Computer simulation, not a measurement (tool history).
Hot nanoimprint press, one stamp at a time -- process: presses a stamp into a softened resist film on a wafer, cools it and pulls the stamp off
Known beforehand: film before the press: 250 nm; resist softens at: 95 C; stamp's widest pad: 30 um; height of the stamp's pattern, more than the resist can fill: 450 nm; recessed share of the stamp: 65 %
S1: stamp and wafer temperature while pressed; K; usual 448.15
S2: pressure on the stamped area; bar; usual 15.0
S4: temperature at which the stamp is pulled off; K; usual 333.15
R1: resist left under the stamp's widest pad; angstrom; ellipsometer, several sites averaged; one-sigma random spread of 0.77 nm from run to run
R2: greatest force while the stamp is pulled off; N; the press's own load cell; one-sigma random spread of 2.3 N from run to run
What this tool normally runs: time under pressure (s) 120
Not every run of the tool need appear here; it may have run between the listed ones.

Run 1, hour 0.0: usual settings. Result: R1 980 angstrom, R2 116 N.
Run 2, hour 10.6: usual settings but S1 440.15 K. Result: R1 1392 angstrom, R2 114 N.
Run 3, hour 25.3: usual settings but S4 325.15 K. Result: R1 983 angstrom, R2 130 N.
Run 4, hour 39.4: usual settings but S4 325.15 K. Result: R1 979 angstrom, R2 129 N.
Run 5, hour 51.8: usual settings but S4 325.15 K. Result: R1 984 angstrom, R2 134 N.
Run 6, hour 60.9: usual settings but S2 18.9 bar. Result: R1 870 angstrom, R2 116 N.
Run 7, hour 72.8: usual settings but S2 18.9 bar. Result: R1 885 angstrom, R2 118 N.
Run 8, hour 84.2: usual settings but S2 18.9 bar. Result: R1 880 angstrom, R2 116 N.
Run 9, hour 90.4: usual settings but S2 18.9 bar. Result: R1 889 angstrom, R2 115 N.
Run 10, hour 96.8: usual settings but S2 18.9 bar. Result: R1 884 angstrom, R2 118 N.
Run 11, hour 104.0: usual settings but S2 14.5 bar. Result: R1 996 angstrom, R2 119 N.
Run 12, hour 111.7: usual settings but S2 14.5 bar. Result: R1 996 angstrom, R2 122 N.
Run 13, hour 125.0: usual settings but S2 14.5 bar. Result: R1 1009 angstrom, R2 121 N.
Run 14, hour 131.3: usual settings but S2 14.5 bar. Result: R1 998 angstrom, R2 121 N.
Run 15, hour 140.3: usual settings but S2 14.5 bar. Result: R1 1002 angstrom, R2 125 N.
Run 16, hour 154.1: usual settings but S1 445.15 K. Result: R1 1145 angstrom, R2 121 N.
Run 17, hour 169.2: usual settings but S1 450.15 K, S2 9.9 bar, time under pressure (s) 198, S4 331.15 K. Result: R1 935 angstrom, R2 127 N.
Run 18, hour 179.8: usual settings but S1 439.15 K, S2 21.1 bar, time under pressure (s) 157. Result: R1 1173 angstrom, R2 121 N.
Run 19, hour 186.8: usual settings but S1 453.15 K, S2 22.2 bar, time under pressure (s) 118, S4 323.15 K. Result: R1 656 angstrom, R2 136 N.
Run 20, hour 198.3: usual settings. Result: R1 1006 angstrom, R2 125 N.
Run 21, hour 208.5: usual settings. Result: R1 987 angstrom, R2 129 N.
Run 22, hour 217.3: usual settings but S1 443.15 K, time under pressure (s) 65. Result: R1 1515 angstrom, R2 121 N.
Run 23, hour 227.3: usual settings but S1 458.15 K, time under pressure (s) 203. Result: R1 520 angstrom, R2 126 N.
Run 24, hour 238.5: usual settings but S1 437.15 K, S2 9.1 bar, time under pressure (s) 73, S4 319.15 K. Result: R1 2067 angstrom, R2 151 N.
Run 25, hour 244.7: usual settings but S1 437.15 K, S2 9.1 bar, time under pressure (s) 73, S4 319.15 K. Result: R1 2043 angstrom, R2 152 N.
Run 26, hour 259.6: usual settings but S1 437.15 K, S2 9.1 bar, time under pressure (s) 73, S4 319.15 K. Result: R1 2067 angstrom, R2 154 N.
Run 27, hour 266.7: usual settings but S1 446.15 K, time under pressure (s) 177. Result: R1 946 angstrom, R2 126 N.
Run 28, hour 280.8: usual settings but S1 446.15 K, time under pressure (s) 177. Result: R1 948 angstrom, R2 123 N.
Run 29, hour 287.1: usual settings but S1 446.15 K, time under pressure (s) 177, S4 329.15 K. Result: R1 960 angstrom, R2 129 N.
Run 30, hour 298.0: usual settings but S1 438.15 K, S2 11.8 bar, time under pressure (s) 177, S4 329.15 K. Result: R1 1520 angstrom, R2 131 N.

Forecast each of these 3 alternatives for the next run:
Run A, hour 306.4: usual settings but S1 436.15 K, S2 11.8 bar, time under pressure (s) 128, S4 328.15 K. Result: R1 ?, R2 ?.
Run B, hour 306.4: usual settings but S1 455.15 K, S2 14.0 bar, time under pressure (s) 177, S4 329.15 K. Result: R1 ?, R2 ?.
Run C, hour 306.4: usual settings but S1 456.15 K, S2 11.8 bar, time under pressure (s) 124, S4 329.15 K. Result: R1 ?, R2 ?.

run    R1   R2
  A  1779  138
  B   666  138
  C   810  142
Take away the tool's hidden state, keep each run's random variation, and the runs would have read:
run    R1   R2
  A  1721  112
  B   635  112
  C   775  116

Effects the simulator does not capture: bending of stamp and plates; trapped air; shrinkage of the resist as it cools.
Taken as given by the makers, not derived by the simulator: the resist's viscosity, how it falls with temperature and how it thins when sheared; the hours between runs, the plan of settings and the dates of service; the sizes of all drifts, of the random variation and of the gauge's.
